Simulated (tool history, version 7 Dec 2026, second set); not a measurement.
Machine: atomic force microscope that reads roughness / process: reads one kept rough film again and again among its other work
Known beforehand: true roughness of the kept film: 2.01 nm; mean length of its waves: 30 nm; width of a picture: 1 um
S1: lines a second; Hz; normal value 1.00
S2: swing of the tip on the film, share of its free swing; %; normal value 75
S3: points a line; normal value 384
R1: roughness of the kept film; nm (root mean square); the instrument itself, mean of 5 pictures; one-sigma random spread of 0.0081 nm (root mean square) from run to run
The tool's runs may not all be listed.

| run | day | S1 | S2 | S3 | R1 |
|---|---|---|---|---|---|
| 1 | 0.000 | 1.00 | 75 | 384 | 1.656 |
| 2 | 0.658 | 1.00 | 75 | 384 | 1.614 |
|  | 1.954 | new tip fitted |
| 3 | 2.004 | 1.00 | 75 | 384 | 1.766 |
| 4 | 2.708 | 1.00 | 75 | 593 | 1.727 |
| 5 | 4.233 | 1.00 | 75 | 593 | 1.615 |
| 6 | 5.083 | 1.00 | 75 | 384 | 1.564 |
|  | 5.238 | new tip fitted |
| 7 | 6.379 | 3.55 | 75 | 384 | 1.520 |
| 8 | 7.229 | 3.55 | 75 | 384 | 1.465 |
| 9 | 8.329 | 1.10 | 75 | 384 | 1.530 |
|  | 8.450 | new tip fitted |
| 10 | 9.371 | 1.10 | 75 | 384 | 1.649 |
| 11 | 10.400 | 1.10 | 75 | 384 | 1.587 |
| 12 | 11.133 | 1.10 | 75 | 384 | 1.552 |
|  | 11.633 | new tip fitted |
| 13 | 12.175 | 0.60 | 75 | 384 | 1.740 |
| 14 | 13.675 | 0.60 | 75 | 384 | 1.649 |
|  | 14.792 | new tip fitted |
| 15 | 14.846 | 1.00 | 55 | 384 | 1.793 |
| 16 | 15.588 | 1.00 | 55 | 384 | 1.737 |
| 17 | 17.050 | 1.00 | 75 | 384 | 1.606 |
|  | 18.071 | new tip fitted |
| 18 | 18.100 | 1.00 | 75 | 384 | 1.748 |
| 19 | 19.529 | 1.00 | 75 | 384 | 1.640 |
| 20 | 20.596 | 1.00 | 75 | 384 | 1.577 |
|  | 21.312 | new tip fitted |
| 21 | 22.017 | 1.00 | 75 | 384 | 1.695 |
| 22 | 23.196 | 1.00 | 75 | 384 | 1.618 |
| 23 | 24.367 | 1.00 | 75 | 532 | 1.552 |
|  | 24.575 | new tip fitted |
| 24 | 25.217 | 2.25 | 62 | 532 | 1.690 |
| 25 | 25.958 | 2.25 | 62 | 532 | 1.643 |
| 26 | 27.067 | 2.25 | 62 | 532 | 1.595 |
|  | 27.796 | new tip fitted |
| 27 | 28.642 | 2.25 | 62 | 532 | 1.709 |
| 28 | 29.762 | 2.28 | 62 | 413 | 1.595 |
| 29 | 30.721 | 1.70 | 72 | 384 | 1.537 |
|  | 30.967 | new tip fitted |
| 30 | 31.825 | 1.47 | 57 | 706 | 1.723 |
| 31 | 33.383 | 1.09 | 72 | 869 | 1.596 |
|  | 34.217 | new tip fitted |
| 32 | 34.679 | 2.58 | 60 | 620 | 1.711 |
| 33 | 36.038 | 1.55 | 73 | 503 | 1.596 |
| 34 | 36.683 | 1.00 | 75 | 463 | 1.578 |
|  | 37.421 | new tip fitted |
| 35 | 38.188 | 1.00 | 75 | 463 | 1.689 |
| 36 | 39.154 | 1.00 | 75 | 463 | 1.631 |
| 37 | 40.467 | 1.00 | 75 | 463 | 1.567 |
|  | 40.604 | new tip fitted |
| 38 | 41.858 | 1.00 | 75 | 463 | 1.666 |

Below, some changes in R1 between adjacent runs. For each, the amount present without the hidden state too (settings, incoming material, random variation) and the amount remaining for the hidden state with gauge scatter not shared by both compared results:
Unlogged tool condition in this case: radius of the tip, nm; height scale over the true one, %; drift of the gauge itself on roughness_nm, %.
Run 2 -> 3: new tip fitted. R1 +0.152 nm (root mean square): hidden state +0.135, all else +0.017.
Run 12 -> 13: S1 1.10 -> 0.60, new tip fitted. R1 +0.188 nm (root mean square): hidden state +0.161, all else +0.027.
Run 17 -> 18: new tip fitted. R1 +0.142 nm (root mean square): hidden state +0.140, all else +0.002.
Run 23 -> 24: S1 1.00 -> 2.25, S2 75 -> 62, new tip fitted. R1 +0.138 nm (root mean square): hidden state +0.147, all else -0.009.
Run 29 -> 30: S1 1.70 -> 1.47, S2 72 -> 57, S3 384 -> 706, new tip fitted. R1 +0.186 nm (root mean square): hidden state +0.107, all else +0.079.
